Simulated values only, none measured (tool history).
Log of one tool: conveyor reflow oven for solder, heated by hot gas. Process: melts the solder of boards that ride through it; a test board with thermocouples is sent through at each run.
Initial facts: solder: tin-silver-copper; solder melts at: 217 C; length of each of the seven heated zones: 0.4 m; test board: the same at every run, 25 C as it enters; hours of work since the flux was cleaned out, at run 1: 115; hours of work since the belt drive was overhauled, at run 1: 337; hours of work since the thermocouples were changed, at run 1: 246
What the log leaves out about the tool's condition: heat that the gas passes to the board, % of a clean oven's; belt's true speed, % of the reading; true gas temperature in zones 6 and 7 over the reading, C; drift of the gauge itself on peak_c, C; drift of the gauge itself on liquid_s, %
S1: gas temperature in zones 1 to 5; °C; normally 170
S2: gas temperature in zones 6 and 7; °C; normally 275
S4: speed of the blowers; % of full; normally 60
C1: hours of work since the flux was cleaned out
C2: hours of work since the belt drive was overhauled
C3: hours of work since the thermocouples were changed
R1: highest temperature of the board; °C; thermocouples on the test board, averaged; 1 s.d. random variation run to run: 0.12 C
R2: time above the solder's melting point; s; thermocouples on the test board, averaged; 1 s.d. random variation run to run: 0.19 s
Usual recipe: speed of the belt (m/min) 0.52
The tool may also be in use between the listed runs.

{"run": 1, "hour": 0.0, "S1": 170, "S2": 275, "speed of the belt (m/min)": 0.52, "S4": 60, "C1": 115, "C2": 337, "C3": 246, "R1": 261.9, "R2": 75.9}
{"run": 2, "hour": 6.6, "S1": 170, "S2": 275, "speed of the belt (m/min)": 0.52, "S4": 60, "C1": 120, "C2": 342, "C3": 251, "R1": 261.5, "R2": 75.9}
{"run": 3, "hour": 12.4, "S1": 170, "S2": 275, "speed of the belt (m/min)": 0.52, "S4": 60, "C1": 124, "C2": 346, "C3": 255, "R1": 261.7, "R2": 76.2}
{"run": 4, "hour": 23.2, "S1": 170, "S2": 275, "speed of the belt (m/min)": 0.52, "S4": 60, "C1": 132, "C2": 354, "C3": 263, "R1": 261.6, "R2": 76.3}
{"run": 5, "hour": 30.9, "S1": 170, "S2": 275, "speed of the belt (m/min)": 0.52, "S4": 60, "C1": 138, "C2": 360, "C3": 269, "R1": 261.7, "R2": 75.9}
{"run": 6, "hour": 40.1, "S1": 170, "S2": 275, "speed of the belt (m/min)": 0.52, "S4": 60, "C1": 144, "C2": 366, "C3": 275, "R1": 261.5, "R2": 76.3}
{"run": 7, "hour": 45.3, "S1": 170, "S2": 280, "speed of the belt (m/min)": 0.52, "S4": 60, "C1": 148, "C2": 370, "C3": 279, "R1": 266, "R2": 78.9}
{"run": 8, "hour": 51.7, "S1": 183, "S2": 275, "speed of the belt (m/min)": 0.52, "S4": 60, "C1": 153, "C2": 375, "C3": 284, "R1": 263.3, "R2": 82.6}
{"run": 9, "hour": 58.2, "S1": 183, "S2": 275, "speed of the belt (m/min)": 0.52, "S4": 60, "C1": 158, "C2": 380, "C3": 288, "R1": 263.4, "R2": 82.5}
{"run": 10, "hour": 66.5, "S1": 183, "S2": 275, "speed of the belt (m/min)": 0.52, "S4": 60, "C1": 164, "C2": 386, "C3": 294, "R1": 263.1, "R2": 82.2}
{"run": 11, "hour": 77.0, "S1": 156, "S2": 275, "speed of the belt (m/min)": 0.52, "S4": 60, "C1": 171, "C2": 393, "C3": 302, "R1": 259.3, "R2": 69.3}
{"run": 12, "hour": 88.6, "S1": 156, "S2": 275, "speed of the belt (m/min)": 0.52, "S4": 60, "C1": 180, "C2": 402, "C3": 310, "R1": 259.2, "R2": 69.9}
{"run": 13, "hour": 96.8, "S1": 156, "S2": 275, "speed of the belt (m/min)": 0.52, "S4": 60, "C1": 185, "C2": 407, "C3": 316, "R1": 259.2, "R2": 69.1}
{"run": 14, "hour": 107.9, "S1": 170, "S2": 275, "speed of the belt (m/min)": 0.52, "S4": 57, "C1": 194, "C2": 416, "C3": 324, "R1": 260.8, "R2": 75.1}
{"run": 15, "hour": 118.7, "S1": 170, "S2": 275, "speed of the belt (m/min)": 0.52, "S4": 83, "C1": 201, "C2": 423, "C3": 332, "R1": 264.5, "R2": 78.8}
{"run": 16, "hour": 129.2, "S1": 170, "S2": 275, "speed of the belt (m/min)": 0.456, "S4": 79, "C1": 209, "C2": 431, "C3": 340, "R1": 267.1, "R2": 92.6}
{"run": 17, "hour": 140.8, "S1": 161, "S2": 275, "speed of the belt (m/min)": 0.525, "S4": 79, "C1": 217, "C2": 439, "C3": 348, "R1": 262.8, "R2": 73.3}
{"run": 18, "hour": 145.9, "S1": 161, "S2": 275, "speed of the belt (m/min)": 0.525, "S4": 79, "C1": 221, "C2": 443, "C3": 352, "R1": 262.8, "R2": 73.6}
{"run": 19, "hour": 157.2, "S1": 161, "S2": 275, "speed of the belt (m/min)": 0.525, "S4": 79, "C1": 229, "C2": 451, "C3": 360, "R1": 262.6, "R2": 73.4}
{"run": 20, "hour": 168.5, "S1": 163, "S2": 275, "speed of the belt (m/min)": 0.521, "S4": 79, "C1": 237, "C2": 459, "C3": 368, "R1": 263.1, "R2": 75.2}
{"run": 21, "hour": 174.6, "S1": 163, "S2": 275, "speed of the belt (m/min)": 0.521, "S4": 79, "C1": 242, "C2": 464, "C3": 373, "R1": 263.1, "R2": 75}
{"run": 22, "hour": 185.6, "S1": 177, "S2": 284, "speed of the belt (m/min)": 0.612, "S4": 60, "C1": 250, "C2": 472, "C3": 381, "R1": 264.6, "R2": 67.7}
{"run": 23, "hour": 195.8, "S1": 177, "S2": 284, "speed of the belt (m/min)": 0.612, "S4": 60, "C1": 257, "C2": 479, "C3": 388, "R1": 264.6, "R2": 68.4}
{"run": 24, "hour": 207.3, "S1": 170, "S2": 270, "speed of the belt (m/min)": 0.52, "S4": 60, "C1": 266, "C2": 488, "C3": 396, "R1": 256.4, "R2": 72.4}
{"run": 25, "hour": 215.7, "S1": 170, "S2": 270, "speed of the belt (m/min)": 0.52, "S4": 60, "C1": 272, "C2": 494, "C3": 402, "R1": 256.3, "R2": 72.1}
{"run": 26, "hour": 225.4, "S1": 179, "S2": 275, "speed of the belt (m/min)": 0.614, "S4": 54, "C1": 279, "C2": 501, "C3": 409, "R1": 255.5, "R2": 62.4}
{"run": 27, "hour": 232.3, "S1": 158, "S2": 269, "speed of the belt (m/min)": 0.52, "S4": 50, "C1": 284, "C2": 506, "C3": 414, "R1": 251.4, "R2": 62.8}
{"run": 28, "hour": 238.0, "S1": 167, "S2": 269, "speed of the belt (m/min)": 0.52, "S4": 67, "C1": 288, "C2": 510, "C3": 419, "R1": 256, "R2": 71.4}
{"run": 29, "hour": 248.0, "S1": 178, "S2": 267, "speed of the belt (m/min)": 0.528, "S4": 63, "C1": 295, "C2": 517, "C3": 426, "R1": 255, "R2": 73.4}
{"run": 30, "hour": 260.1, "S1": 170, "S2": 264, "speed of the belt (m/min)": 0.534, "S4": 60, "C1": 304, "C2": 526, "C3": 434, "R1": 250.1, "R2": 65}

Pick out some run-to-run changes in R1. Of each, how much would a tool without hidden state show as well, from the settings, what came in and chance, and how much is left for the hidden state and any gauge scatter not in both results compared?
Run 10 -> 11: S1 183 -> 156. R1 -3.8 °C: hidden state -0.4, all else -3.4.
Run 16 -> 17: S1 170 -> 161, speed of the belt (m/min) 0.456 -> 0.525. R1 -4.3 °C: hidden state -0.4, all else -3.9.
Run 23 -> 24: S1 177 -> 170, S2 284 -> 270, speed of the belt (m/min) 0.612 -> 0.52. R1 -8.2 °C: hidden state +0.4, all else -8.6.
Run 27 -> 28: S1 158 -> 167, S4 50 -> 67. R1 +4.6 °C: hidden state -0.1, all else +4.7.
Run 29 -> 30: S1 178 -> 170, S2 267 -> 264, speed of the belt (m/min) 0.528 -> 0.534, S4 63 -> 60. R1 -4.9 °C: hidden state -0.1, all else -4.8.
